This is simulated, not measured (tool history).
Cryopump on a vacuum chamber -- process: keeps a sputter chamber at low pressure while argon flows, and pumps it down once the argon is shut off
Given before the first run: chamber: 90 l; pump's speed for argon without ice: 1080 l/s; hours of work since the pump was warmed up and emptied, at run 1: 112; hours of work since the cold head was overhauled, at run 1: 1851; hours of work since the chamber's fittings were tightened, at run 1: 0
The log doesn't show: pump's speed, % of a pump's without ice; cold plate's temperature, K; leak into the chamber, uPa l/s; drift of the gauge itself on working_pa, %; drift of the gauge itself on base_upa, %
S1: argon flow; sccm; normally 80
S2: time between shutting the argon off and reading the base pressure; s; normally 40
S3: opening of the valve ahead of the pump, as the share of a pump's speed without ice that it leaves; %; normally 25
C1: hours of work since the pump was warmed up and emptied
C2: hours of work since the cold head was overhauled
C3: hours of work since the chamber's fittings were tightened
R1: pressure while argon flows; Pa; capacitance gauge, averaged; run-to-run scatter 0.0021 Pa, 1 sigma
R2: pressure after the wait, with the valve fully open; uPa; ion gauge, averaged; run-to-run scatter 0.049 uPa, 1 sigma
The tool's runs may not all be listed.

run    hour   S1  S2  S3   C1    C2    C3      R1    R2
  1       0   80  40  25  112  1851     0  0.5138  3.01
  2    94.9   80  40  25  178  1918    66  0.5214  3.25
  3   208.7   80  40  16  258  1997   145  0.8124  3.43
  4   275.6   80  40  25  304  2044   192  0.5338  3.51
      371.8  -- pump warmed up, emptied and cooled again
  5   374.6   69  40  25    2  2109   258  0.4382  3.43
  6   487.8   69  40  25   81  2188   337  0.4406  3.68
  7   558.4   99  40  25  130  2237   386  0.6422  3.73
  8   618.2   99  40  25  172  2279   428  0.6469  3.76
  9   687.9   80  40  25  220  2327   476  0.5252  3.87
 10   748.4   80  40  25  262  2370   518  0.5325     4
 11   847.6   80  40  25  332  2439   587  0.5439  4.21
      903.5  -- pump warmed up, emptied and cooled again
 12   903.7   62  71  32    0  2474   623  0.3069  2.76
 13  1009.6   95  71  30   74  2548   697  0.5077  3.01
 14  1099.9   46  40  51  137  2611   760  0.1503  4.41
 15  1178.6   46  40  51  192  2666   815  0.1547  4.53
 16  1262.3   46  40  51  250  2724   873  0.1579  4.93
 17    1331   46  40  51  298  2772   921  0.1627  4.91
     1435.1  -- pump warmed up, emptied and cooled again
 18  1438.2   40  73  17    2  2844   992  0.3729  3.34
 19  1491.5   40  73  17   39  2881  1029  0.3738  3.51
 20  1560.2   40  22  17   87  2929  1077  0.3737  7.03
 21  1613.3  153  22  19  124  2966  1114  1.2922  7.32
 22  1717.2   71  97  53  197  3038  1187  0.2305  3.68

Entry by entry between the runs, the difference in hidden state between the last listed run before and the first listed run after:
In the gap between runs 4 and 5: pump warmed up, emptied and cooled again (hour 371.8)
  pump's speed, % of a pump's without ice: 80.4 -> 99.8; cold plate's temperature, K: 13.11 -> 13.14; leak into the chamber, uPa l/s: 610 -> 722
  measured value less the no-hidden-state value, R1: +0.034 -> +0.0027 Pa; R2: +0.45 -> +0.41 uPa
In the gap between runs 11 and 12: pump warmed up, emptied and cooled again (hour 903.5)
  pump's speed, % of a pump's without ice: 77.6 -> 99.4; cold plate's temperature, K: 13.29 -> 13.3; leak into the chamber, uPa l/s: 1273 -> 1335
  measured value less the no-hidden-state value, R1: +0.0405 -> +0.0032 Pa; R2: +1.25 -> +0.99 uPa
In the gap between runs 17 and 18: pump warmed up, emptied and cooled again (hour 1435.1)
  pump's speed, % of a pump's without ice: 80.2 -> 99.4; cold plate's temperature, K: 13.44 -> 13.48; leak into the chamber, uPa l/s: 1851 -> 1954
  measured value less the no-hidden-state value, R1: +0.0206 -> +0.0023 Pa; R2: +1.92 -> +1.57 uPa
